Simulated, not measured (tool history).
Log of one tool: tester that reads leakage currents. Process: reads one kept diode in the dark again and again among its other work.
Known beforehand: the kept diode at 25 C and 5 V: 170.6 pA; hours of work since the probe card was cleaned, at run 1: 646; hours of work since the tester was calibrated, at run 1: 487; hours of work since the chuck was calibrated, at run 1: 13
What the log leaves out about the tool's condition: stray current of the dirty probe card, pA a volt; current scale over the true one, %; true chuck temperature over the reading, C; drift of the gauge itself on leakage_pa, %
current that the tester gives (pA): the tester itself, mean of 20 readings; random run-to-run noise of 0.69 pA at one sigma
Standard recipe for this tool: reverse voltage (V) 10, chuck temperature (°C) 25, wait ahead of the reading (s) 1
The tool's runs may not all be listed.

run,hour,reverse voltage (V),chuck temperature (°C),wait ahead of the reading (s),hours of work since the probe card was cleaned,hours of work since the tester was calibrated,hours of work since the chuck was calibrated,current that the tester gives (pA)
1,0,10,25,1,646,487,13,238.06
2,127,10,22,1,739,581,106,189.54
3,211.3,10,25,1,801,643,168,252.92
4,356.8,10,25,1,908,749,275,264.9
5,490.5,2.2,25,1,1006,848,373,146.37
6,681.1,2.2,25,1,1146,988,513,153.72
7,828.2,2.2,25,1,1254,1096,621,159.91
# hour 849.7: chuck's temperature calibrated
8,960.2,2.2,25,1,1349,1191,81,134.84
9,1095,2.2,24,1,1448,1290,180,127.41
10,1192.4,2.2,24,1,1520,1362,252,131.21
11,1311.9,2.2,24,1,1608,1449,339,135.6
12,1496.3,2.2,24,1,1743,1585,475,141.97
13,1653.1,2.2,24,2.96,1858,1700,590,146.94
# hour 1729.9: chuck's temperature calibrated
# hour 1746.8: probe card cleaned and baked
14,1795.3,10,25,1,36,1801,46,235.19
15,1945.3,10,25,1,146,1911,156,245
16,2145.6,10,25,1,293,2058,303,259.48
17,2260.9,10,25,1,378,2143,388,266.55
18,2414.5,10,25,1,490,2255,501,279.17
19,2516.5,1.4,25,1,565,2330,575,128.59
# hour 2603.1: chuck's temperature calibrated
20,2609.4,1.4,25,1,632,2397,5,106.02
21,2733.4,1.4,25,1,723,2488,96,109.83
22,2824.2,1.4,43,1,790,2555,162,515.59
23,2989.4,11.3,52,3.13,911,2676,284,2486.42
24,3151.2,7.6,51,0.38,1030,2795,403,2047.24
25,3324.1,9,51,0.38,1157,2922,530,2289.46
# hour 3408.5: tester calibrated
# hour 3476.1: chuck's temperature calibrated
26,3501,3.8,51,1.63,1284,66,18,1367.63
27,3677.6,10,45,1,1414,196,148,1322.79
28,3802.8,10,45,1,1506,288,240,1370.41
29,3977.8,12,45,1,1634,417,368,1531
30,4175.5,12,45,1,1779,562,514,1610.46
# hour 4339.6: chuck's temperature calibrated
31,4339.6,12,45,1,1898,681,0,1347.07
# hour 4379.1: probe card cleaned and baked
32,4537.1,9.9,39,1.9,116,824,143,792.63
33,4672.3,1.2,48,6.25,215,923,242,727.47
34,4778.2,1.6,27,4.05,293,1001,320,146.46
35,4967.1,2.2,28,1.51,432,1139,459,190.5
36,5049.9,7.7,53,0.66,493,1200,519,2449.27
37,5200.5,7.7,53,3.96,603,1311,630,2516.85
# hour 5220.7: chuck's temperature calibrated
38,5291.1,5.6,25,1,668,1376,52,189.12
39,5442,5.6,25,1,779,1487,163,197.54
40,5642.2,5.6,25,1,926,1634,310,209.27

Per-run results on a tool with no hidden state, each run keeping its own random variation:
run,current that the tester gives (pA)
1,229.02
2,174.34
3,228.63
4,229.65
5,124.18
6,124.05
7,123.91
8,124.19
9,112.9
10,113.24
11,113.63
12,113.53
13,112.37
14,228.88
15,228
16,228.47
17,228.12
18,229.16
19,103.41
20,103.56
21,103.69
22,480.93
23,2234.03
24,1778.49
25,1907.8
26,1342.33
27,1237.99
28,1244.56
29,1330.93
30,1337.71
31,1332.21
32,754.64
33,673.51
34,130.49
35,161.5
36,2087.81
37,2069.67
38,180.25
39,180.73
40,180.83

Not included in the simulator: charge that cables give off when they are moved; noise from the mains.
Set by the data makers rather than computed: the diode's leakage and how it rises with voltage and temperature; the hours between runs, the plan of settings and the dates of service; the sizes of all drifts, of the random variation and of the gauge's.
